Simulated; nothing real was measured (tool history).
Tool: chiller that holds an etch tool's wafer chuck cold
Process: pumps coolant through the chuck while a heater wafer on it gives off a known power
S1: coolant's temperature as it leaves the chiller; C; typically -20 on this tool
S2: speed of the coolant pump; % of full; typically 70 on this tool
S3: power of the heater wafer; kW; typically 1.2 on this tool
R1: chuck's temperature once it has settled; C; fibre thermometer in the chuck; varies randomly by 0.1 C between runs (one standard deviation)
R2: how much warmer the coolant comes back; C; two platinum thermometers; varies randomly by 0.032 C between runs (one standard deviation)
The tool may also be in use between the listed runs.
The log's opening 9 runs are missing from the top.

{"run": 10, "day": 44.021, "S1": -20, "S2": 70, "S3": 1.2, "R1": -11.2, "R2": 3.96}
{"run": 11, "day": 47.358, "S1": -20, "S2": 70, "S3": 1.2, "R1": -11.3, "R2": 3.98}
{"day": 47.929, "done": "coolant pump overhauled"}
{"run": 12, "day": 51.733, "S1": -20, "S2": 70, "S3": 1.2, "R1": -11.3, "R2": 4.06}
{"run": 13, "day": 56.112, "S1": -20, "S2": 70, "S3": 0.855, "R1": -13.5, "R2": 2.91}
{"day": 57.804, "done": "coolant pump overhauled, once more"}
{"run": 14, "day": 62.142, "S1": -20, "S2": 70, "S3": 1.2, "R1": -11.3, "R2": 3.85}
{"run": 15, "day": 66.196, "S1": -25, "S2": 70, "S3": 1.2, "R1": -16.5, "R2": 3.87}
{"run": 16, "day": 69.954, "S1": -25, "S2": 70, "S3": 1.2, "R1": -16.4, "R2": 3.92}
{"run": 17, "day": 74.092, "S1": -13, "S2": 70, "S3": 0.807, "R1": -7.1, "R2": 2.68}
{"run": 18, "day": 79.154, "S1": -21, "S2": 80, "S3": 0.6, "R1": -16.9, "R2": 1.74}
{"run": 19, "day": 82.154, "S1": -20, "S2": 92, "S3": 0.949, "R1": -14.4, "R2": 2.27}
{"run": 20, "day": 85.633, "S1": -19, "S2": 70, "S3": 1.2, "R1": -10.2, "R2": 4}
{"run": 21, "day": 89.092, "S1": -22, "S2": 73, "S3": 1.443, "R1": -11.7, "R2": 4.47}
{"run": 22, "day": 92.108, "S1": -11, "S2": 70, "S3": 0.605, "R1": -6.3, "R2": 1.92}
{"run": 23, "day": 95.721, "S1": -19, "S2": 75, "S3": 1.185, "R1": -10.7, "R2": 3.62}
{"run": 24, "day": 99.954, "S1": -27, "S2": 70, "S3": 1.2, "R1": -18, "R2": 4}
{"run": 25, "day": 103.362, "S1": -27, "S2": 70, "S3": 1.2, "R1": -18, "R2": 3.97}
{"run": 26, "day": 106.471, "S1": -19, "S2": 70, "S3": 1.568, "R1": -7.4, "R2": 5.19}
{"run": 27, "day": 109.038, "S1": -19, "S2": 70, "S3": 1.568, "R1": -7.4, "R2": 5.13}
{"run": 28, "day": 113.333, "S1": -20, "S2": 70, "S3": 0.608, "R1": -15.2, "R2": 2}
{"run": 29, "day": 117.125, "S1": -20, "S2": 70, "S3": 0.608, "R1": -15.2, "R2": 2.05}
{"run": 30, "day": 120.162, "S1": -20, "S2": 70, "S3": 0.608, "R1": -15.1, "R2": 1.98}
{"run": 31, "day": 123.442, "S1": -20, "S2": 70, "S3": 1.354, "R1": -9.9, "R2": 4.49}

Below are 4 alternative next runs, each starting from the tool's condition after run 31. Predict each:
{"run": "A", "day": 129.221, "S1": -15, "S2": 70, "S3": 1.354, "R1": "?", "R2": "?"}
{"run": "B", "day": 129.221, "S1": -20, "S2": 70, "S3": 1.738, "R1": "?", "R2": "?"}
{"run": "C", "day": 129.221, "S1": -20, "S2": 70, "S3": 1.535, "R1": "?", "R2": "?"}
{"run": "D", "day": 129.221, "S1": -26, "S2": 71, "S3": 1.219, "R1": "?", "R2": "?"}

run=A R1=-4.7 R2=4.54
run=B R1=-6.8 R2=5.86
run=C R1=-8.3 R2=5.07
run=D R1=-16.8 R2=4
Without the tool's hidden state the same runs would have given:
run=A R1=-5.8 R2=4.37
run=B R1=-8.1 R2=5.64
run=C R1=-9.5 R2=4.88
run=D R1=-17.8 R2=3.85
